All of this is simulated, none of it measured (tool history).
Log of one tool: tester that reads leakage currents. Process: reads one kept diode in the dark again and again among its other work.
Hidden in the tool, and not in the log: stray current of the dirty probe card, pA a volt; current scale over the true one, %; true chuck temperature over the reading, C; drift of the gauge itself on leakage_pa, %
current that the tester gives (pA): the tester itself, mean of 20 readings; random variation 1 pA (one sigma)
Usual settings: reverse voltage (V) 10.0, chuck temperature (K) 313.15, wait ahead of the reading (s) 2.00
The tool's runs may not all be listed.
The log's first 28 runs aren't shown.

run,hour,reverse voltage (V),chuck temperature (K),wait ahead of the reading (s),hours of work since the probe card was cleaned,hours of work since the tester was calibrated,hours of work since the chuck was calibrated,current that the tester gives (pA)
29,1540.4,13.0,314.15,1.67,1568,2158,539,422.61
30,1579.8,5.1,295.15,2.00,1598,2189,569,69.97
31,1631.8,5.1,295.15,2.00,1638,2229,609,70.47
32,1681.1,2.7,293.15,0.54,1676,2267,647,48.14
33,1725.1,8.7,293.15,3.04,1710,2301,681,75.52
# hour 1746.4: probe card cleaned and baked
34,1779.6,10.0,313.15,2.00,26,2340,720,348.53
35,1828.6,1.7,313.15,0.73,63,2378,758,189.94
36,1887.2,10.3,300.15,5.43,108,2423,803,127.43
37,1936.8,3.1,301.15,2.00,147,2461,841,91.19
38,1974.6,3.1,301.15,2.00,176,2490,871,91.21
39,2010.3,4.0,316.15,2.00,203,2518,898,321.77
40,2046.2,4.0,316.15,2.00,231,2546,926,320.29
41,2120.0,4.0,316.15,2.00,288,2602,982,321.09

3 ways to go on from here, each from the tool as it stands after run 41. What would each give?
A,2176.7,1.7,297.15,2.00,331,2646,1026,?
B,2176.7,4.0,316.15,1.66,331,2646,1026,?
C,2176.7,2.0,300.15,3.20,331,2646,1026,?

run,current that the tester gives (pA)
A,53.57
B,324.17
C,72.65
Without the tool's hidden state the same runs would have given:
run,current that the tester gives (pA)
A,50.57
B,308.45
C,68.68
